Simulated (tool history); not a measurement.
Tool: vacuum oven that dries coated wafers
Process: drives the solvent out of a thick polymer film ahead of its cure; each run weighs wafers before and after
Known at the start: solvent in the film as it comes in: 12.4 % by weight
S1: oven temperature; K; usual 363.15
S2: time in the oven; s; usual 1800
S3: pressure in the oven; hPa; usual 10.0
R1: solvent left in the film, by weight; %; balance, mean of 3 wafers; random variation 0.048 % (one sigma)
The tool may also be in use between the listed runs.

{"run": 1, "hour": 0.0, "S1": 363.15, "S2": 1800, "S3": 10.0, "R1": 2.46}
{"run": 2, "hour": 64.6, "S1": 363.15, "S2": 1800, "S3": 10.0, "R1": 2.53}
{"run": 3, "hour": 111.8, "S1": 363.15, "S2": 1800, "S3": 10.0, "R1": 2.5}
{"run": 4, "hour": 155.9, "S1": 363.15, "S2": 1800, "S3": 10.0, "R1": 2.55}
{"run": 5, "hour": 198.5, "S1": 363.15, "S2": 3120, "S3": 10.0, "R1": 1.46}
{"run": 6, "hour": 255.4, "S1": 363.15, "S2": 3120, "S3": 10.0, "R1": 1.44}
{"run": 7, "hour": 303.2, "S1": 363.15, "S2": 1800, "S3": 10.0, "R1": 2.58}
{"hour": 342.1, "done": "oven's thermocouples calibrated"}
{"run": 8, "hour": 342.9, "S1": 363.15, "S2": 1800, "S3": 10.0, "R1": 2.46}
{"run": 9, "hour": 407.1, "S1": 363.15, "S2": 1800, "S3": 5.0, "R1": 2.12}
{"run": 10, "hour": 473.6, "S1": 363.15, "S2": 1800, "S3": 5.0, "R1": 2.17}
{"run": 11, "hour": 514.6, "S1": 363.15, "S2": 1800, "S3": 5.0, "R1": 2.11}
{"run": 12, "hour": 552.9, "S1": 362.15, "S2": 2880, "S3": 16.9, "R1": 2.15}
{"run": 13, "hour": 617.3, "S1": 363.15, "S2": 2880, "S3": 24.8, "R1": 2.46}
{"run": 14, "hour": 663.1, "S1": 374.15, "S2": 3000, "S3": 24.8, "R1": 1.59}
{"hour": 715.8, "done": "oven's thermocouples calibrated, once more"}
{"run": 15, "hour": 726.0, "S1": 353.15, "S2": 1680, "S3": 35.7, "R1": 7.06}
{"run": 16, "hour": 784.9, "S1": 367.15, "S2": 1800, "S3": 26.7, "R1": 3.34}

Run 17 comes next. What will it give?
{"run": 17, "hour": 836.1, "S1": 367.15, "S2": 1800, "S3": 26.7, "R1": "?"}

{"run 17": {"R1": 3.23}}
Without the tool's hidden state the same run would have given R1 2.79 %.
